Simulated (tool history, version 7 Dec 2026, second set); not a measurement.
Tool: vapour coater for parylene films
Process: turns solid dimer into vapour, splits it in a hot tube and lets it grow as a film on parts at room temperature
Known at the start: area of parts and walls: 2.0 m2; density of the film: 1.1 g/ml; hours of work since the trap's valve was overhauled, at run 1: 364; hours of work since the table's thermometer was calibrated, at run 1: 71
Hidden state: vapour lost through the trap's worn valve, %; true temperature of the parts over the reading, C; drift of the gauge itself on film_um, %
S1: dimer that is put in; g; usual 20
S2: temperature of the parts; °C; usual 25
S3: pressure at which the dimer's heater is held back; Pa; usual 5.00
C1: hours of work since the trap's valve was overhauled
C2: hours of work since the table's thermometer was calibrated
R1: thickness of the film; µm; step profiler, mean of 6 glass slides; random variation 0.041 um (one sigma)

Run 1, hour 0.0: usual settings; C1 364; C2 71. Result: R1 4.33 µm.
Run 2, hour 25.6: usual settings; C1 385; C2 92. Result: R1 4.27 µm.
Run 3, hour 57.7: usual settings; C1 412; C2 119. Result: R1 4.27 µm.
Run 4, hour 84.0: usual settings but S3 4.97 Pa; C1 434; C2 141. Result: R1 4.22 µm.
Run 5, hour 126.3: usual settings but S3 4.97 Pa; C1 469; C2 177. Result: R1 4.17 µm.
Run 6, hour 152.8: usual settings but S1 12 g; C1 491; C2 199. Result: R1 2.50 µm.
At hour 182.2: trap's valve overhauled.
Run 7, hour 196.9: usual settings but S1 14 g; C1 12; C2 232. Result: R1 3.10 µm.
Run 8, hour 228.6: usual settings but S1 14 g; C1 39; C2 259. Result: R1 3.08 µm.
Run 9, hour 269.7: usual settings but S1 9 g; C1 73; C2 293. Result: R1 1.94 µm.
Run 10, hour 302.7: usual settings but S1 9 g; C1 101; C2 320. Result: R1 1.98 µm.
Run 11, hour 326.1: usual settings; C1 120; C2 340. Result: R1 4.39 µm.
Run 12, hour 367.3: usual settings; C1 154; C2 374. Result: R1 4.39 µm.
Run 13, hour 409.2: usual settings but S2 19 °C; C1 189; C2 409. Result: R1 5.61 µm.
Run 14, hour 451.3: usual settings but S2 19 °C; C1 225; C2 444. Result: R1 5.61 µm.
Run 15, hour 480.8: usual settings but S2 19 °C; C1 249; C2 469. Result: R1 5.59 µm.
Run 16, hour 498.8: usual settings but S1 34 g, S2 19 °C, S3 4.89 Pa; C1 264; C2 484. Result: R1 9.58 µm.
Run 17, hour 531.5: usual settings but S1 34 g, S2 19 °C, S3 4.89 Pa; C1 292; C2 511. Result: R1 9.49 µm.
Run 18, hour 566.9: usual settings but S1 35 g, S2 35 °C, S3 6.90 Pa; C1 321; C2 541. Result: R1 4.71 µm.
Run 19, hour 586.3: usual settings but S1 15 g, S2 27 °C; C1 337; C2 557. Result: R1 2.94 µm.
Run 20, hour 622.6: usual settings but S1 10 g, S2 36 °C; C1 368; C2 587. Result: R1 1.33 µm.
Run 21, hour 658.1: usual settings but S1 30 g, S2 22 °C, S3 2.25 Pa; C1 397; C2 617. Result: R1 8.61 µm.
Run 22, hour 678.6: usual settings but S1 30 g, S2 22 °C, S3 2.25 Pa; C1 414; C2 634. Result: R1 8.50 µm.
Run 23, hour 715.8: usual settings but S1 9 g, S2 36 °C, S3 2.35 Pa; C1 445; C2 665. Result: R1 1.41 µm.
Run 24, hour 756.1: usual settings but S1 9 g, S2 36 °C, S3 11.99 Pa; C1 479; C2 699. Result: R1 1.00 µm.
Run 25, hour 792.2: usual settings but S1 9 g, S2 36 °C, S3 11.99 Pa; C1 509; C2 729. Result: R1 1.03 µm.
At hour 798.2: trap's valve overhauled.
Run 26, hour 826.9: usual settings but S1 17 g, S2 21 °C, S3 4.09 Pa; C1 24; C2 755. Result: R1 4.62 µm.
Run 27, hour 853.6: usual settings but S1 19 g, S2 17 °C; C1 46; C2 777. Result: R1 5.85 µm.
Run 28, hour 895.6: usual settings but S2 19 °C, S3 5.62 Pa; C1 81; C2 812. Result: R1 5.47 µm.
Run 29, hour 919.1: usual settings but S1 21 g, S2 29 °C; C1 101; C2 832. Result: R1 3.84 µm.

Forecast each of these 5 alternatives for the next run:
Run A, hour 955.8: usual settings but S1 28 g, S2 26 °C; C1 132; C2 862. Result: R1 ?.
Run B, hour 955.8: usual settings but S1 22 g, S2 17 °C, S3 3.47 Pa; C1 132; C2 862. Result: R1 ?.
Run C, hour 955.8: usual settings but S1 14 g, S2 23 °C, S3 5.21 Pa; C1 132; C2 862. Result: R1 ?.
Run D, hour 955.8: usual settings but S1 21 g, S2 29 °C, S3 4.64 Pa; C1 132; C2 862. Result: R1 ?.
Run E, hour 955.8: usual settings but S1 10 g; C1 132; C2 862. Result: R1 ?.

run    R1
  A  5.87
  B  7.30
  C  3.27
  D  3.90
  E  2.16
Without the tool's hidden state the same runs would have given:
run    R1
  A  6.10
  B  7.59
  C  3.40
  D  4.06
  E  2.25

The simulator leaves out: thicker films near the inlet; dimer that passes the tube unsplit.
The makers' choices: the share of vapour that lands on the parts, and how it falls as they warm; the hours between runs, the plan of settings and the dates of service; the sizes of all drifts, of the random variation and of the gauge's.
